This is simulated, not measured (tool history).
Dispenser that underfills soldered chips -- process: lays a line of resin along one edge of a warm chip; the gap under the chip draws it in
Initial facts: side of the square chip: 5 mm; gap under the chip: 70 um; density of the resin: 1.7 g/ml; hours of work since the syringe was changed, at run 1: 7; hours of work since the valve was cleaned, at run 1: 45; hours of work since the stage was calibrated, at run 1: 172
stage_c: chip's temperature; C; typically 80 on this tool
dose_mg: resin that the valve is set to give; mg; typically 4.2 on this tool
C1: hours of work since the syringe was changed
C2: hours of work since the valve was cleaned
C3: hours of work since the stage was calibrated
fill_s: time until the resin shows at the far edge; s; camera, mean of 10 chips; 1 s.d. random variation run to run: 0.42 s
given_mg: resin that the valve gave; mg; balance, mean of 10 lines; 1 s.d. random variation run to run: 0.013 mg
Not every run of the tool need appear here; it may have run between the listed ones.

run 1 hour=0 | stage_c=80 dose_mg=4.2 | C1=7 C2=45 C3=172 | fill_s=43.9 given_mg=4.1
-- hour=1 new syringe of resin
run 2 hour=5.8 | stage_c=80 dose_mg=4.31 | C1=3 C2=48 C3=175 | fill_s=35.1 given_mg=4.19
-- hour=13.2 new syringe of resin
run 3 hour=14.3 | stage_c=80 dose_mg=3.91 | C1=1 C2=53 C3=180 | fill_s=31.6 given_mg=3.8
run 4 hour=21.3 | stage_c=80 dose_mg=3.91 | C1=5 C2=57 C3=185 | fill_s=41.7 given_mg=3.79
-- hour=24.9 new syringe of resin
run 5 hour=30.2 | stage_c=80 dose_mg=4.44 | C1=3 C2=62 C3=190 | fill_s=35.7 given_mg=4.28
-- hour=36.6 new syringe of resin
run 6 hour=37.5 | stage_c=80 dose_mg=4.29 | C1=1 C2=67 C3=194 | fill_s=31.1 given_mg=4.13
run 7 hour=43.4 | stage_c=80 dose_mg=5.05 | C1=4 C2=70 C3=198 | fill_s=37 given_mg=4.83
-- hour=49.1 new syringe of resin
run 8 hour=52.4 | stage_c=80 dose_mg=5.05 | C1=2 C2=76 C3=203 | fill_s=32.6 given_mg=4.87
-- hour=57.2 dispensing valve cleaned and set on the balance
run 9 hour=60 | stage_c=93 dose_mg=4.55 | C1=6 C2=2 C3=207 | fill_s=27.9 given_mg=4.53
-- hour=62.1 new syringe of resin
run 10 hour=70.3 | stage_c=67 dose_mg=4.55 | C1=5 C2=8 C3=213 | fill_s=62.8 given_mg=4.54
-- hour=74.3 new syringe of resin
run 11 hour=77.9 | stage_c=80 dose_mg=4.98 | C1=2 C2=12 C3=217 | fill_s=33.4 given_mg=4.96
run 12 hour=83.6 | stage_c=89 dose_mg=5.38 | C1=6 C2=16 C3=221 | fill_s=30.5 given_mg=5.35
-- hour=86 new syringe of resin
run 13 hour=92.4 | stage_c=91 dose_mg=4.2 | C1=4 C2=21 C3=226 | fill_s=26.1 given_mg=4.15

Predict each of these 5 candidate next runs independently; none follows another, all start after run 13:
-- hour=97.7 new syringe of resin
run A hour=101.8 | stage_c=72 dose_mg=4.2 | C1=2 C2=26 C3=232 | fill_s=? given_mg=?
-- hour=97.7 new syringe of resin
run B hour=101.8 | stage_c=79 dose_mg=4.2 | C1=2 C2=26 C3=232 | fill_s=? given_mg=?
-- hour=97.7 new syringe of resin
run C hour=101.8 | stage_c=88 dose_mg=4.02 | C1=2 C2=26 C3=232 | fill_s=? given_mg=?
-- hour=97.7 new syringe of resin
run D hour=101.8 | stage_c=69 dose_mg=4.25 | C1=2 C2=26 C3=232 | fill_s=? given_mg=?
-- hour=97.7 new syringe of resin
run E hour=101.8 | stage_c=93 dose_mg=4.2 | C1=2 C2=26 C3=232 | fill_s=? given_mg=?

run=A fill_s=44.2 given_mg=4.16
run=B fill_s=35 given_mg=4.15
run=C fill_s=26.5 given_mg=3.94
run=D fill_s=50.9 given_mg=4.17
run=E fill_s=21.6 given_mg=4.14
Had the tool no hidden state, the same runs would have come out as:
run=A fill_s=38 given_mg=4.21
run=B fill_s=30.2 given_mg=4.2
run=C fill_s=22.8 given_mg=3.99
run=D fill_s=43.8 given_mg=4.22
run=E fill_s=18.7 given_mg=4.19
